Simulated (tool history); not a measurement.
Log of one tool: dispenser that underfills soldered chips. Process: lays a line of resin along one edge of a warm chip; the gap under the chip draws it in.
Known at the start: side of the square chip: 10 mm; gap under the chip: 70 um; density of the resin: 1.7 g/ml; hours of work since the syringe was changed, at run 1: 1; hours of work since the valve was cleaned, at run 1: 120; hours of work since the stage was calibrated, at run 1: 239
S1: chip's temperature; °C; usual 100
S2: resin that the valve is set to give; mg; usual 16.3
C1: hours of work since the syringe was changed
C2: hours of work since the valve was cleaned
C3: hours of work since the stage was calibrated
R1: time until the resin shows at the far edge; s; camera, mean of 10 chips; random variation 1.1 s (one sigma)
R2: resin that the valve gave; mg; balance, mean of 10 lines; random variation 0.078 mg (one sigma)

{"run": 1, "hour": 0.0, "S1": 100, "S2": 16.3, "C1": 1, "C2": 120, "C3": 239, "R1": 123.5, "R2": 14.92}
{"hour": 14.1, "done": "new syringe of resin"}
{"run": 2, "hour": 14.2, "S1": 100, "S2": 14.4, "C1": 0, "C2": 130, "C3": 249, "R1": 123.7, "R2": 13.04}
{"run": 3, "hour": 20.9, "S1": 100, "S2": 16.3, "C1": 5, "C2": 135, "C3": 254, "R1": 145.7, "R2": 14.71}
{"hour": 26.5, "done": "dispensing valve cleaned and set on the balance"}
{"run": 4, "hour": 28.8, "S1": 100, "S2": 16.3, "C1": 10, "C2": 2, "C3": 259, "R1": 173.9, "R2": 16.24}
{"hour": 30.2, "done": "new syringe of resin"}
{"run": 5, "hour": 37.2, "S1": 97, "S2": 16.3, "C1": 5, "C2": 8, "C3": 265, "R1": 162.7, "R2": 16.18}
{"hour": 46.2, "done": "new syringe of resin"}
{"run": 6, "hour": 46.2, "S1": 98, "S2": 17.1, "C1": 0, "C2": 14, "C3": 272, "R1": 122.6, "R2": 16.93}
{"run": 7, "hour": 59.7, "S1": 91, "S2": 18.8, "C1": 10, "C2": 24, "C3": 282, "R1": 243.4, "R2": 18.53}
{"hour": 61.4, "done": "new syringe of resin"}
{"run": 8, "hour": 71.4, "S1": 105, "S2": 21.1, "C1": 8, "C2": 33, "C3": 291, "R1": 129.4, "R2": 20.77}
{"hour": 76.9, "done": "new syringe of resin"}
{"run": 9, "hour": 84.7, "S1": 105, "S2": 21.1, "C1": 6, "C2": 43, "C3": 300, "R1": 122.1, "R2": 20.67}
{"hour": 92.3, "done": "new syringe of resin"}
{"run": 10, "hour": 97.4, "S1": 114, "S2": 16.9, "C1": 4, "C2": 52, "C3": 310, "R1": 84.1, "R2": 16.31}

5 ways to go on from here, each from the tool as it stands after run 10. What would each give?
{"run": "A", "hour": 105.7, "S1": 103, "S2": 16.9, "C1": 10, "C2": 58, "C3": 316, "R1": "?", "R2": "?"}
{"run": "B", "hour": 105.7, "S1": 96, "S2": 18.5, "C1": 10, "C2": 58, "C3": 316, "R1": "?", "R2": "?"}
{"run": "C", "hour": 105.7, "S1": 108, "S2": 16.9, "C1": 10, "C2": 58, "C3": 316, "R1": "?", "R2": "?"}
{"run": "D", "hour": 105.7, "S1": 114, "S2": 18, "C1": 10, "C2": 58, "C3": 316, "R1": "?", "R2": "?"}
{"run": "E", "hour": 105.7, "S1": 93, "S2": 14.9, "C1": 10, "C2": 58, "C3": 316, "R1": "?", "R2": "?"}

run=A R1=160.5 R2=16.18
run=B R1=199.9 R2=17.78
run=C R1=132.8 R2=16.39
run=D R1=106.4 R2=17.24
run=E R1=237.7 R2=14.21
Without the tool's hidden state the same runs would have given:
run=A R1=96.6 R2=16.83
run=B R1=120.4 R2=18.5
run=C R1=80.1 R2=17.05
run=D R1=64.5 R2=17.94
run=E R1=141.5 R2=14.79
